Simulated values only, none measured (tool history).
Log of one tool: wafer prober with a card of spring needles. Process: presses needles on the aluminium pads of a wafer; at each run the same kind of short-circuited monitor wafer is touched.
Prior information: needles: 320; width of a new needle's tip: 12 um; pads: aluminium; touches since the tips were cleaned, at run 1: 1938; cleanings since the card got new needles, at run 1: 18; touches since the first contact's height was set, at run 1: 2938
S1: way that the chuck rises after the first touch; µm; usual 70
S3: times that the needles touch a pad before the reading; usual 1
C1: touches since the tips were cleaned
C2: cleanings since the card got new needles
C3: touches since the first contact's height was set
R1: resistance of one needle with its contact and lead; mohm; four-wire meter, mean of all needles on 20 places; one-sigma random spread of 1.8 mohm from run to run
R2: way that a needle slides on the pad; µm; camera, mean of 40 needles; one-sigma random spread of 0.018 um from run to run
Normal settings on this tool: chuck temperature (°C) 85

run 1 hour=0 | S1=70 chuck_temperature_(°C)=85 S3=1 | C1=1938 C2=18 C3=2938 | R1=197 R2=19.23
-- hour=5.4 tips cleaned on abrasive film
-- hour=12.6 tips cleaned on abrasive film
-- hour=21.5 tips cleaned on abrasive film
run 2 hour=28 | S1=70 chuck_temperature_(°C)=85 S3=1 | C1=3667 C2=21 C3=18608 | R1=209 R2=19.21
-- hour=29.9 tips cleaned on abrasive film
-- hour=38.8 tips cleaned on abrasive film
-- hour=47.8 tips cleaned on abrasive film
-- hour=54.9 tips cleaned on abrasive film
-- hour=63.9 tips cleaned on abrasive film
-- hour=71 tips cleaned on abrasive film
run 3 hour=73.2 | S1=70 chuck_temperature_(°C)=85 S3=1 | C1=1227 C2=27 C3=43841 | R1=192 R2=19.14
-- hour=78.6 tips cleaned on abrasive film
-- hour=87.6 tips cleaned on abrasive film
-- hour=94.7 tips cleaned on abrasive film
-- hour=101.9 tips cleaned on abrasive film
run 4 hour=108 | S1=70 chuck_temperature_(°C)=85 S3=1 | C1=3440 C2=31 C3=63285 | R1=201 R2=19.05
-- hour=109.9 tips cleaned on abrasive film
-- hour=117 tips cleaned on abrasive film
-- hour=124.2 tips cleaned on abrasive film
-- hour=129.8 height of the first contact set anew
-- hour=131.7 tips cleaned on abrasive film
-- hour=140.6 tips cleaned on abrasive film
-- hour=147.8 tips cleaned on abrasive film
-- hour=155 tips cleaned on abrasive film
-- hour=162.1 tips cleaned on abrasive film
run 5 hour=162.5 | S1=70 chuck_temperature_(°C)=85 S3=1 | C1=190 C2=39 C3=18195 | R1=193 R2=19.21
-- hour=169.7 tips cleaned on abrasive film
-- hour=176.8 tips cleaned on abrasive film
-- hour=184 tips cleaned on abrasive film
-- hour=192.9 tips cleaned on abrasive film
-- hour=201.9 tips cleaned on abrasive film
-- hour=210.8 tips cleaned on abrasive film
run 6 hour=214.5 | S1=70 chuck_temperature_(°C)=85 S3=1 | C1=2052 C2=45 C3=47253 | R1=200 R2=19.09
-- hour=218.1 tips cleaned on abrasive film
-- hour=225.3 tips cleaned on abrasive film
-- hour=234.2 tips cleaned on abrasive film
-- hour=241.4 tips cleaned on abrasive film
-- hour=248.6 tips cleaned on abrasive film
-- hour=255.9 tips cleaned on abrasive film
run 7 hour=255.9 | S1=70 chuck_temperature_(°C)=85 S3=1 | C1=0 C2=51 C3=70356 | R1=188 R2=19
-- hour=264.8 tips cleaned on abrasive film
-- hour=265.1 height of the first contact set anew
-- hour=272.3 tips cleaned on abrasive film
-- hour=280.4 tips cleaned on abrasive film
run 8 hour=280.4 | S1=70 chuck_temperature_(°C)=85 S3=1 | C1=0 C2=54 C3=8526 | R1=192 R2=19.22
-- hour=287.6 tips cleaned on abrasive film
-- hour=294.8 tips cleaned on abrasive film
-- hour=303.7 tips cleaned on abrasive film
-- hour=310.9 tips cleaned on abrasive film
-- hour=318.7 tips cleaned on abrasive film
run 9 hour=318.7 | S1=70 chuck_temperature_(°C)=85 S3=1 | C1=0 C2=59 C3=29895 | R1=190 R2=19.17
-- hour=327.6 tips cleaned on abrasive film
-- hour=334.8 tips cleaned on abrasive film
-- hour=342 tips cleaned on abrasive film
run 10 hour=345.2 | S1=68 chuck_temperature_(°C)=35 S3=1 | C1=1805 C2=62 C3=44703 | R1=194 R2=18.55
-- hour=350.6 tips cleaned on abrasive film
-- hour=357.8 tips cleaned on abrasive film
-- hour=364.9 tips cleaned on abrasive film
-- hour=372.2 tips cleaned on abrasive film
run 11 hour=372.2 | S1=64 chuck_temperature_(°C)=30 S3=1 | C1=0 C2=66 C3=59743 | R1=184 R2=17.39
-- hour=381.1 tips cleaned on abrasive film
-- hour=388.2 tips cleaned on abrasive film
-- hour=395.4 tips cleaned on abrasive film
-- hour=401 height of the first contact set anew
-- hour=402.9 tips cleaned on abrasive film
run 12 hour=404.6 | S1=64 chuck_temperature_(°C)=30 S3=1 | C1=984 C2=70 C3=1984 | R1=189 R2=17.61
-- hour=411.8 tips cleaned on abrasive film
-- hour=420.7 tips cleaned on abrasive film
-- hour=429.7 tips cleaned on abrasive film
-- hour=438.6 tips cleaned on abrasive film
-- hour=445.8 tips cleaned on abrasive film
-- hour=453 tips cleaned on abrasive film
run 13 hour=453.8 | S1=65 chuck_temperature_(°C)=85 S3=1 | C1=462 C2=76 C3=29453 | R1=194 R2=17.75
-- hour=461 tips cleaned on abrasive film
-- hour=468.1 tips cleaned on abrasive film
-- hour=477.1 tips cleaned on abrasive film
-- hour=484.3 tips cleaned on abrasive film
-- hour=491.4 tips cleaned on abrasive film
run 14 hour=494.6 | S1=65 chuck_temperature_(°C)=85 S3=1 | C1=1795 C2=81 C3=52254 | R1=202 R2=17.7
-- hour=500 tips cleaned on abrasive film
-- hour=507.2 tips cleaned on abrasive film
-- hour=516.1 tips cleaned on abrasive film
-- hour=523.3 tips cleaned on abrasive film
-- hour=532.2 tips cleaned on abrasive film
-- hour=536.1 height of the first contact set anew
run 15 hour=539.1 | S1=65 chuck_temperature_(°C)=85 S3=1 | C1=3689 C2=86 C3=1688 | R1=214 R2=17.91
-- hour=540.9 tips cleaned on abrasive film
-- hour=548.1 tips cleaned on abrasive film
-- hour=555.3 tips cleaned on abrasive film
-- hour=562.5 tips cleaned on abrasive film
-- hour=569.6 tips cleaned on abrasive film
-- hour=576.8 tips cleaned on abrasive film
run 16 hour=579.2 | S1=73 chuck_temperature_(°C)=64 S3=1 | C1=1366 C2=92 C3=24058 | R1=194 R2=20.01
-- hour=584.6 tips cleaned on abrasive film
-- hour=591.8 tips cleaned on abrasive film
-- hour=599 tips cleaned on abrasive film
run 17 hour=602.3 | S1=70 chuck_temperature_(°C)=85 S3=2 | C1=1892 C2=95 C3=36954 | R1=199 R2=19.15
-- hour=607.7 tips cleaned on abrasive film
-- hour=614.9 tips cleaned on abrasive film
-- hour=622.1 tips cleaned on abrasive film
-- hour=629.2 tips cleaned on abrasive film
run 18 hour=629.8 | S1=70 chuck_temperature_(°C)=28 S3=1 | C1=329 C2=99 C3=52287 | R1=180 R2=19.06

Alternative continuations, all from the tool just after run 18; predict every row:
-- hour=637 tips cleaned on abrasive film
-- hour=644.2 tips cleaned on abrasive film
-- hour=651.4 tips cleaned on abrasive film
-- hour=660.3 tips cleaned on abrasive film
run A hour=665.2 | S1=70 chuck_temperature_(°C)=96 S3=1 | C1=2758 C2=103 C3=72050 | R1=? R2=?
-- hour=637 tips cleaned on abrasive film
-- hour=644.2 tips cleaned on abrasive film
-- hour=651.4 tips cleaned on abrasive film
-- hour=660.3 tips cleaned on abrasive film
run B hour=665.2 | S1=51 chuck_temperature_(°C)=103 S3=1 | C1=2758 C2=103 C3=72050 | R1=? R2=?
-- hour=637 tips cleaned on abrasive film
-- hour=644.2 tips cleaned on abrasive film
-- hour=651.4 tips cleaned on abrasive film
-- hour=660.3 tips cleaned on abrasive film
run C hour=665.2 | S1=81 chuck_temperature_(°C)=33 S3=1 | C1=2758 C2=103 C3=72050 | R1=? R2=?
-- hour=637 tips cleaned on abrasive film
-- hour=644.2 tips cleaned on abrasive film
-- hour=651.4 tips cleaned on abrasive film
-- hour=660.3 tips cleaned on abrasive film
run D hour=665.2 | S1=70 chuck_temperature_(°C)=51 S3=1 | C1=2758 C2=103 C3=72050 | R1=? R2=?

run=A R1=208 R2=18.97
run=B R1=229 R2=13.78
run=C R1=191 R2=22.03
run=D R1=200 R2=18.98
Take away the tool's hidden state, keep each run's random variation, and the runs would have read:
run=A R1=190 R2=19.25
run=B R1=197 R2=14.07
run=C R1=175 R2=22.32
run=D R1=180 R2=19.26
